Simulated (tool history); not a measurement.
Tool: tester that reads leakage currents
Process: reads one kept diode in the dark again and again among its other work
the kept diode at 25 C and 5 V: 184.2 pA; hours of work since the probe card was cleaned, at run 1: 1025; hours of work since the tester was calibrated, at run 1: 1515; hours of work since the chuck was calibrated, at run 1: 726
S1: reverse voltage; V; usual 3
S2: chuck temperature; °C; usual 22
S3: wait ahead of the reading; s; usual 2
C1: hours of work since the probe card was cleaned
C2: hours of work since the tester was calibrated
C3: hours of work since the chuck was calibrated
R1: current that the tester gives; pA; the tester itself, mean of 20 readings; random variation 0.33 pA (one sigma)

| run | hour | S1 | S2 | S3 | C1 | C2 | C3 | R1 |
|---|---|---|---|---|---|---|---|---|
| 1 | 0 | 3 | 22 | 2 | 1025 | 1515 | 726 | 102.31 |
| 2 | 49.4 | 3 | 22 | 2 | 1063 | 1554 | 765 | 101.45 |
| 3 | 98.2 | 3 | 22 | 2 | 1102 | 1592 | 803 | 101.39 |
| 4 | 129.1 | 3 | 30 | 2 | 1126 | 1616 | 828 | 207.34 |
| 5 | 168.6 | 3 | 30 | 2 | 1157 | 1647 | 859 | 207.35 |
| 6 | 199.8 | 3 | 30 | 2 | 1181 | 1672 | 883 | 205.8 |
| 7 | 224 | 5.12 | 30 | 2 | 1200 | 1691 | 902 | 270.16 |
| 8 | 255.9 | 8.84 | 22 | 2 | 1225 | 1716 | 927 | 177.04 |
| 9 | 305.9 | 8.84 | 22 | 2 | 1265 | 1755 | 966 | 176.92 |
| 10 | 342 | 3 | 22 | 1.37 | 1293 | 1783 | 995 | 99.3 |
| 11 | 364.2 | 3 | 22 | 1.37 | 1310 | 1801 | 1012 | 99.61 |
| 12 | 407.9 | 3 | 22 | 1.37 | 1345 | 1835 | 1046 | 98.76 |
| 13 | 435.1 | 9.25 | 31 | 0.56 | 1366 | 1856 | 1068 | 397.36 |
| 14 | 480.1 | 9.25 | 31 | 0.56 | 1401 | 1892 | 1103 | 396.25 |
| 15 | 507.3 | 9.25 | 31 | 0.56 | 1423 | 1913 | 1124 | 395.33 |
| 16 | 541.7 | 9.25 | 31 | 0.56 | 1450 | 1940 | 1151 | 396.16 |
| 17 | 581.9 | 4.1 | 26 | 1.86 | 1481 | 1972 | 1183 | 164.56 |
|  | 616.1 | chuck's temperature calibrated |
| 18 | 623 | 3.09 | 26 | 0.87 | 1512 | 2002 | 5 | 166.96 |

5 ways to go on from here, each from the tool as it stands after run 18. What would each give?
| A | 649.6 | 3 | 22 | 0.9 | 1533 | 2023 | 26 | ? |
| B | 649.6 | 1.05 | 25 | 2 | 1533 | 2023 | 26 | ? |
| C | 649.6 | 3.09 | 26 | 1 | 1533 | 2023 | 26 | ? |
| D | 649.6 | 4.04 | 26 | 8.91 | 1533 | 2023 | 26 | ? |
| E | 649.6 | 3 | 22 | 1.21 | 1533 | 2023 | 26 | ? |

| run | R1 |
|---|---|
| A | 114.93 |
| B | 87.71 |
| C | 165.95 |
| D | 190.33 |
| E | 114.85 |
Without the tool's hidden state the same runs would have given:
| run | R1 |
|---|---|
| A | 109.19 |
| B | 85.56 |
| C | 159.9 |
| D | 182.49 |
| E | 109.11 |
